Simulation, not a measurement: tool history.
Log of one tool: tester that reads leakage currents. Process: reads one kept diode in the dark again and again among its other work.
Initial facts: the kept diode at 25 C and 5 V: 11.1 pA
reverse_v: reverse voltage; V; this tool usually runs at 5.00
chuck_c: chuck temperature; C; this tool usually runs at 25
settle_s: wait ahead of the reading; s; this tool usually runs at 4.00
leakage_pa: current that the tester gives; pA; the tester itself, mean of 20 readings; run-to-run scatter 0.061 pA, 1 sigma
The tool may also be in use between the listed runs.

run   hour  reverse_v  chuck_c  settle_s  leakage_pa
  1    0.0       5.00       25      4.00       26.03
  2   25.1       5.00       25      4.00       26.13
  3   50.9       5.00       25      4.00       26.28
  4   72.5       5.00       25      4.00       26.27
  5   94.7       5.00       25      4.00       26.45
     109.2  -- chuck's temperature calibrated
  6  119.6       5.00       25      4.00       24.79
  7  146.6       5.00       25      4.00       24.87
  8  160.9       5.00       25      4.00       24.91
  9  184.5       5.00       25      4.00       25.09
 10  208.8       5.00       25      1.85       25.56
 11  233.2       5.00       25      1.85       25.58
 12  250.4       5.00       25      1.85       25.66
 13  278.6       5.00       25      1.85       25.72
     282.6  -- tester calibrated
 14  295.2       5.00       25      1.85       25.85
 15  319.8       5.00       25      4.00       25.45
 16  348.5       5.00       49      4.00       98.90
 17  375.5       5.00       49      4.00       99.56
     400.3  -- tester calibrated, once more
 18  401.3       5.00       49      4.00       99.52
 19  415.4       5.00       49      4.00       99.51
 20  432.1       5.00       49      4.00       99.80
 21  453.0       3.00       49      4.00       80.13
 22  470.5       3.28       54      3.91      118.34
 23  494.9       9.40       25      3.26       41.90
 24  519.6       9.40       25      3.26       41.91
 25  540.7       9.40       42      3.90       88.75
 26  567.9       9.40       42      3.90       88.74
 27  591.9       5.00       25      5.03       26.16
 28  608.5       3.52       24      0.35       22.86
 29  626.9       3.52       24      0.35       22.84
 30  647.3      16.62       24      0.35       79.91
 31  665.5      16.62       24      0.35       80.03
 32  685.7      16.62       24      0.35       80.59
 33  707.3      16.62       24      0.35       80.20
     718.3  -- probe card cleaned and baked
 34  727.9      16.62       24      0.35       32.57
 35  748.9      16.62       24      0.35       32.41
 36  773.3       5.00       32      4.00       22.27
 37  800.4      11.75       29      1.45       25.73

Here are 3 independent what-if runs from the current tool condition. What would each one return?
  A  830.2       4.27       28      1.45           ?
  B  830.2      11.75       29      0.85           ?
  C  830.2       5.67       32      8.39           ?

run  leakage_pa
  A       15.71
  B       27.99
  C       23.18
Without the tool's unlogged condition, the same runs would have read:
run  leakage_pa
  A       14.78
  B       26.20
  C       21.81
